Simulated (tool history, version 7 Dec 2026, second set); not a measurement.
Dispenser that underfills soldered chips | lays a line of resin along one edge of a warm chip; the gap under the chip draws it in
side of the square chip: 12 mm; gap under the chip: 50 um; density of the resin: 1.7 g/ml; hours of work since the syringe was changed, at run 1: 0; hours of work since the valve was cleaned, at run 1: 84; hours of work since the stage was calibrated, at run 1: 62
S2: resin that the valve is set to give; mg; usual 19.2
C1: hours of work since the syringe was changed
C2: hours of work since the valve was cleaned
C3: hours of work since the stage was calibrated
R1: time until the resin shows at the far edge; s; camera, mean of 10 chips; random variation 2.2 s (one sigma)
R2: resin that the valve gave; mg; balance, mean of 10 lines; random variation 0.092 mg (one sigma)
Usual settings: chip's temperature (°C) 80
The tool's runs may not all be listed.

Run 1, hour 0.0: usual settings; C1 0; C2 84; C3 62. Result: R1 222.6 s, R2 17.70 mg.
At hour 14.0: new syringe of resin.
At hour 15.0: dispensing valve cleaned and set on the balance.
Run 2, hour 15.0: usual settings; C1 0; C2 0; C3 72. Result: R1 216.3 s, R2 19.16 mg.
At hour 29.2: new syringe of resin.
Run 3, hour 29.3: usual settings; C1 0; C2 10; C3 82. Result: R1 218.3 s, R2 18.91 mg.
Run 4, hour 37.0: usual settings; C1 6; C2 16; C3 88. Result: R1 321.0 s, R2 19.10 mg.
At hour 43.3: new syringe of resin.
Run 5, hour 46.9: usual settings but S2 18.4 mg; C1 3; C2 23; C3 95. Result: R1 257.9 s, R2 17.98 mg.
Run 6, hour 53.8: usual settings but S2 17.9 mg; C1 8; C2 28; C3 100. Result: R1 374.2 s, R2 17.32 mg.
At hour 57.9: new syringe of resin.
Run 7, hour 60.1: usual settings but S2 17.9 mg; C1 2; C2 32; C3 104. Result: R1 237.9 s, R2 17.49 mg.
At hour 72.1: new syringe of resin.
Run 8, hour 72.7: usual settings but S2 17.9 mg; C1 1; C2 41; C3 113. Result: R1 224.7 s, R2 17.37 mg.
At hour 86.2: new syringe of resin.
Run 9, hour 86.5: usual settings but S2 17.9 mg; C1 0; C2 51; C3 123. Result: R1 211.7 s, R2 17.21 mg.
Run 10, hour 93.5: usual settings but chip's temperature (°C) 90; C1 5; C2 56; C3 128. Result: R1 184.8 s, R2 18.39 mg.
At hour 101.1: new syringe of resin.
Run 11, hour 107.7: usual settings; C1 5; C2 66; C3 138. Result: R1 289.9 s, R2 18.13 mg.
At hour 115.7: new syringe of resin.
Run 12, hour 118.7: usual settings; C1 2; C2 74; C3 146. Result: R1 244.6 s, R2 17.99 mg.
Run 13, hour 126.8: usual settings; C1 8; C2 80; C3 152. Result: R1 367.5 s, R2 17.95 mg.
At hour 130.1: new syringe of resin.
Run 14, hour 140.1: usual settings; C1 7; C2 89; C3 161. Result: R1 347.3 s, R2 17.81 mg.
At hour 144.6: new syringe of resin.
At hour 147.8: dispensing valve cleaned and set on the balance.
Run 15, hour 155.6: usual settings; C1 7; C2 6; C3 171. Result: R1 345.6 s, R2 19.08 mg.
At hour 160.3: new syringe of resin.
Run 16, hour 164.5: usual settings but chip's temperature (°C) 90; C1 3; C2 12; C3 178. Result: R1 151.9 s, R2 18.96 mg.
Run 17, hour 172.6: usual settings but chip's temperature (°C) 90; C1 9; C2 18; C3 184. Result: R1 231.3 s, R2 18.94 mg.
At hour 175.0: new syringe of resin.
Run 18, hour 187.2: usual settings but chip's temperature (°C) 65, S2 23.3 mg; C1 9; C2 28; C3 194. Result: R1 816.6 s, R2 22.60 mg.
At hour 189.7: new syringe of resin.
Run 19, hour 193.9: usual settings but chip's temperature (°C) 82, S2 22.2 mg; C1 3; C2 33; C3 199. Result: R1 222.9 s, R2 21.45 mg.
At hour 204.9: new syringe of resin.
Run 20, hour 207.3: usual settings but chip's temperature (°C) 82, S2 22.2 mg; C1 2; C2 42; C3 208. Result: R1 203.2 s, R2 21.45 mg.
At hour 219.7: new syringe of resin.
Run 21, hour 222.1: usual settings but S2 17.1 mg; C1 2; C2 53; C3 219. Result: R1 233.4 s, R2 16.11 mg.
Run 22, hour 231.1: usual settings but chip's temperature (°C) 84, S2 19.3 mg; C1 8; C2 59; C3 225. Result: R1 294.7 s, R2 18.19 mg.
At hour 234.2: new syringe of resin.
Run 23, hour 242.0: usual settings but chip's temperature (°C) 84, S2 19.3 mg; C1 6; C2 67; C3 233. Result: R1 246.3 s, R2 18.16 mg.
At hour 248.6: new syringe of resin.
Run 24, hour 255.7: usual settings but chip's temperature (°C) 77, S2 22.3 mg; C1 5; C2 77; C3 243. Result: R1 336.6 s, R2 20.76 mg.
At hour 263.7: new syringe of resin.
Run 25, hour 264.5: usual settings but chip's temperature (°C) 94; C1 1; C2 83; C3 249. Result: R1 106.6 s, R2 17.80 mg.
At hour 278.8: new syringe of resin.
Run 26, hour 278.8: usual settings but chip's temperature (°C) 76, S2 19.3 mg; C1 0; C2 93; C3 259. Result: R1 250.8 s, R2 17.70 mg.
At hour 280.9: dispensing valve cleaned and set on the balance.
Run 27, hour 288.9: usual settings but chip's temperature (°C) 89, S2 23.8 mg; C1 7; C2 6; C3 265. Result: R1 199.1 s, R2 23.72 mg.
At hour 294.3: new syringe of resin.
Run 28, hour 297.1: usual settings but chip's temperature (°C) 87, S2 22.8 mg; C1 2; C2 12; C3 271. Result: R1 159.3 s, R2 22.31 mg.
Run 29, hour 307.0: usual settings but S2 23.4 mg; C1 9; C2 19; C3 278. Result: R1 374.4 s, R2 23.03 mg.
At hour 309.2: new syringe of resin.
Run 30, hour 319.6: usual settings but S2 23.4 mg; C1 8; C2 28; C3 287. Result: R1 330.2 s, R2 22.87 mg.
At hour 323.9: new syringe of resin.
Run 31, hour 331.1: usual settings but chip's temperature (°C) 87, S2 16.6 mg; C1 5; C2 36; C3 295. Result: R1 207.5 s, R2 16.00 mg.
At hour 338.3: new syringe of resin.
Run 32, hour 338.8: usual settings but chip's temperature (°C) 83, S2 16.9 mg; C1 0; C2 41; C3 301. Result: R1 182.9 s, R2 16.31 mg.
Run 33, hour 349.3: usual settings but chip's temperature (°C) 79, S2 16.9 mg; C1 8; C2 49; C3 308. Result: R1 377.8 s, R2 16.25 mg.
At hour 353.1: new syringe of resin.
Run 34, hour 359.0: usual settings but chip's temperature (°C) 79, S2 16.9 mg; C1 4; C2 56; C3 315. Result: R1 293.3 s, R2 16.29 mg.

Hidden state or all else? Some run-to-run changes of R1, split into what the settings, what came in and random variation would give without the hidden state, and what is left for the hidden state (with any gauge scatter that isn't in both results):
The hidden state here: resin's viscosity, % of fresh resin's; dose that the valve gives, % of what is set; true chip temperature over the reading, C; drift of the gauge itself on fill_s, %; drift of the gauge itself on given_mg, %.
Run 17 -> 18: chip's temperature (°C) 90 -> 65, S2 19.2 -> 23.3, new syringe of resin. R1 +585.3 s: hidden state +239.8, all else +345.5.
Run 18 -> 19: chip's temperature (°C) 65 -> 82, S2 23.3 -> 22.2, new syringe of resin. R1 -593.7 s: hidden state -308.3, all else -285.4.
Run 24 -> 25: chip's temperature (°C) 77 -> 94, S2 22.3 -> 19.2, new syringe of resin. R1 -230.0 s: hidden state -91.0, all else -139.0.
Run 32 -> 33: chip's temperature (°C) 83 -> 79. R1 +194.9 s: hidden state +155.0, all else +39.9.
